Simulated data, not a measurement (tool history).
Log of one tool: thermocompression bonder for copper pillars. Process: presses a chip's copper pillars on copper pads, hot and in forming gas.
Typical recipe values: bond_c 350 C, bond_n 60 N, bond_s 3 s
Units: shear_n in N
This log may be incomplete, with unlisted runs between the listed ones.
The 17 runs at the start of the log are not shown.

run	hour	bond_c	bond_n	bond_s	shear_n
18	275.1	350	60	3	86.1
# hour 279.2: heater calibrated with a thermocouple chip
19	298.3	350	60	5	98.8
# hour 310.1: forming gas filter changed
20	320.0	350	60	5	110.2
21	336.2	342	67	3	100.2
22	350.3	345	38	3	58.9
23	368.3	345	38	3	57.8
24	381.0	363	60	2	92.7
# hour 402.0: heater calibrated with a thermocouple chip, once more
25	402.0	363	44	3	75.0
26	417.2	363	44	3	74.9
27	429.3	363	44	3	74.2
28	443.1	343	71	3	99.4

Run 29 is up next; what results do you expect?
29	461.5	343	71	3	?

For run 29 the tool returned shear_n 98.3 N.
Were there no unlogged condition in the tool, this run, its random variation unchanged, would have produced shear_n 107.7 N.
